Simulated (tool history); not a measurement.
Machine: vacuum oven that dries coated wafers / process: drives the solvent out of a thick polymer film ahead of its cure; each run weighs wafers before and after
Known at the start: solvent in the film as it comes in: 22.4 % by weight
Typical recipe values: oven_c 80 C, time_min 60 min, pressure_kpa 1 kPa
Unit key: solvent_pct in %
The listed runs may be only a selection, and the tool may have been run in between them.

run 1 hour=0 | oven_c=80 time_min=60 pressure_kpa=1 | solvent_pct=2.28
run 2 hour=7.8 | oven_c=80 time_min=60 pressure_kpa=1 | solvent_pct=2.27
run 3 hour=16.3 | oven_c=80 time_min=60 pressure_kpa=1 | solvent_pct=2.29
run 4 hour=31.8 | oven_c=80 time_min=60 pressure_kpa=1 | solvent_pct=2.29
run 5 hour=45.9 | oven_c=80 time_min=60 pressure_kpa=1 | solvent_pct=2.27
run 6 hour=61.7 | oven_c=80 time_min=60 pressure_kpa=1 | solvent_pct=2.27
run 7 hour=72 | oven_c=80 time_min=60 pressure_kpa=1 | solvent_pct=2.26
run 8 hour=87.6 | oven_c=80 time_min=60 pressure_kpa=1 | solvent_pct=2.34
run 9 hour=104.8 | oven_c=80 time_min=60 pressure_kpa=1 | solvent_pct=2.26
run 10 hour=115.9 | oven_c=80 time_min=60 pressure_kpa=1 | solvent_pct=2.38
run 11 hour=127 | oven_c=80 time_min=60 pressure_kpa=1 | solvent_pct=2.29
run 12 hour=138.9 | oven_c=80 time_min=60 pressure_kpa=1 | solvent_pct=2.35
run 13 hour=153.7 | oven_c=80 time_min=60 pressure_kpa=1 | solvent_pct=2.26
run 14 hour=170.1 | oven_c=80 time_min=60 pressure_kpa=1 | solvent_pct=2.24
run 15 hour=182.7 | oven_c=80 time_min=60 pressure_kpa=1 | solvent_pct=2.3
run 16 hour=193.4 | oven_c=80 time_min=60 pressure_kpa=1 | solvent_pct=2.31
run 17 hour=207 | oven_c=80 time_min=60 pressure_kpa=1 | solvent_pct=2.24
run 18 hour=215.9 | oven_c=80 time_min=60 pressure_kpa=1 | solvent_pct=2.17
run 19 hour=223.9 | oven_c=80 time_min=60 pressure_kpa=1 | solvent_pct=2.38
run 20 hour=237.7 | oven_c=66 time_min=103 pressure_kpa=1 | solvent_pct=4.4
run 21 hour=250.1 | oven_c=85 time_min=60 pressure_kpa=1.34 | solvent_pct=1.6
run 22 hour=267.1 | oven_c=85 time_min=60 pressure_kpa=1.34 | solvent_pct=1.54
run 23 hour=282.9 | oven_c=80 time_min=89 pressure_kpa=1.74 | solvent_pct=1.95
run 24 hour=296.3 | oven_c=79 time_min=39 pressure_kpa=3.11 | solvent_pct=6.31
run 25 hour=313 | oven_c=80 time_min=105 pressure_kpa=1 | solvent_pct=1.28
run 26 hour=325.7 | oven_c=75 time_min=46 pressure_kpa=2.34 | solvent_pct=6.44
run 27 hour=337.9 | oven_c=75 time_min=46 pressure_kpa=2.34 | solvent_pct=6.46
run 28 hour=346.2 | oven_c=75 time_min=46 pressure_kpa=2.34 | solvent_pct=6.4
run 29 hour=362.4 | oven_c=80 time_min=90 pressure_kpa=3.01 | solvent_pct=3.21
run 30 hour=377.7 | oven_c=69 time_min=60 pressure_kpa=1.98 | solvent_pct=7.38
run 31 hour=386 | oven_c=80 time_min=60 pressure_kpa=0.7 | solvent_pct=2.07
run 32 hour=400.9 | oven_c=69 time_min=93 pressure_kpa=1 | solvent_pct=3.88
run 33 hour=411.2 | oven_c=80 time_min=49 pressure_kpa=1 | solvent_pct=3.08
run 34 hour=427.5 | oven_c=77 time_min=89 pressure_kpa=1 | solvent_pct=1.69
run 35 hour=438.6 | oven_c=84 time_min=60 pressure_kpa=3.08 | solvent_pct=3.1
run 36 hour=454.1 | oven_c=84 time_min=60 pressure_kpa=3.08 | solvent_pct=3.18
run 37 hour=469.2 | oven_c=84 time_min=60 pressure_kpa=3.08 | solvent_pct=3.14
run 38 hour=486.1 | oven_c=80 time_min=59 pressure_kpa=1.3 | solvent_pct=2.62

Consider 5 possible next runs. They are alternatives, not a sequence: every one starts from the tool as it was left by run 38. What does each give?
run A hour=501.6 | oven_c=66 time_min=60 pressure_kpa=1 | solvent_pct=?
run B hour=501.6 | oven_c=80 time_min=65 pressure_kpa=1.3 | solvent_pct=?
run C hour=501.6 | oven_c=94 time_min=67 pressure_kpa=1.27 | solvent_pct=?
run D hour=501.6 | oven_c=89 time_min=59 pressure_kpa=3.09 | solvent_pct=?
run E hour=501.6 | oven_c=72 time_min=60 pressure_kpa=1 | solvent_pct=?

run=A solvent_pct=7.66
run=B solvent_pct=2.27
run=C solvent_pct=0.77
run=D solvent_pct=2.3
run=E solvent_pct=5.01
What these runs would have given with no unlogged condition in the tool:
run=A solvent_pct=7.15
run=B solvent_pct=2.02
run=C solvent_pct=0.7
run=D solvent_pct=2.14
run=E solvent_pct=4.57
